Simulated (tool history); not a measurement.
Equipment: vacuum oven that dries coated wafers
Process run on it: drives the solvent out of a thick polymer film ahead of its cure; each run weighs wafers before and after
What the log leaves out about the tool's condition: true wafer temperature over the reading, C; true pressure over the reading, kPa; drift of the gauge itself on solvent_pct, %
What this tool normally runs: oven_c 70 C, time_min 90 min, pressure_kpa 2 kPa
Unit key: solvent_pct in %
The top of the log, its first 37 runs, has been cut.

| run | hour | oven_c | time_min | pressure_kpa | hours of work since the thermocouples were calibrated | hours of work since the vacuum gauge was cleaned of residue | solvent_pct |
|---|---|---|---|---|---|---|---|
| 38 | 943.2 | 79 | 81 | 3.64 | 744 | 123 | 2.2 |
| 39 | 977.2 | 70 | 63 | 2.09 | 762 | 141 | 7.2 |
| 40 | 1014.6 | 70 | 63 | 2.09 | 781 | 160 | 7.04 |
|  | 1032.4 | oven's thermocouples calibrated |
| 41 | 1032.8 | 58 | 135 | 1.69 | 0 | 169 | 8.21 |
| 42 | 1059.1 | 56 | 79 | 1.9 | 14 | 182 | 12.71 |
| 43 | 1093.8 | 56 | 79 | 1.9 | 32 | 200 | 12.71 |
| 44 | 1128 | 56 | 126 | 5.67 | 50 | 218 | 11.3 |
| 45 | 1144.1 | 71 | 48 | 2.39 | 58 | 226 | 8.38 |
| 46 | 1168.5 | 71 | 122 | 2.01 | 71 | 239 | 2.62 |
| 47 | 1188.9 | 60 | 49 | 2 | 81 | 250 | 13.43 |

Here are 3 independent what-if runs from the current tool condition. What would each one return?
| A | 1213.5 | 79 | 98 | 2.8 | 94 | 263 | ? |
| B | 1213.5 | 61 | 49 | 2.56 | 94 | 263 | ? |
| C | 1213.5 | 55 | 86 | 2 | 94 | 263 | ? |

| run | solvent_pct |
|---|---|
| A | 1.41 |
| B | 13.12 |
| C | 12.64 |
The same runs, with their run-to-run variation unchanged, on a tool lacking any hidden condition would have given:
| run | solvent_pct |
|---|---|
| A | 1.33 |
| B | 12.95 |
| C | 12.45 |

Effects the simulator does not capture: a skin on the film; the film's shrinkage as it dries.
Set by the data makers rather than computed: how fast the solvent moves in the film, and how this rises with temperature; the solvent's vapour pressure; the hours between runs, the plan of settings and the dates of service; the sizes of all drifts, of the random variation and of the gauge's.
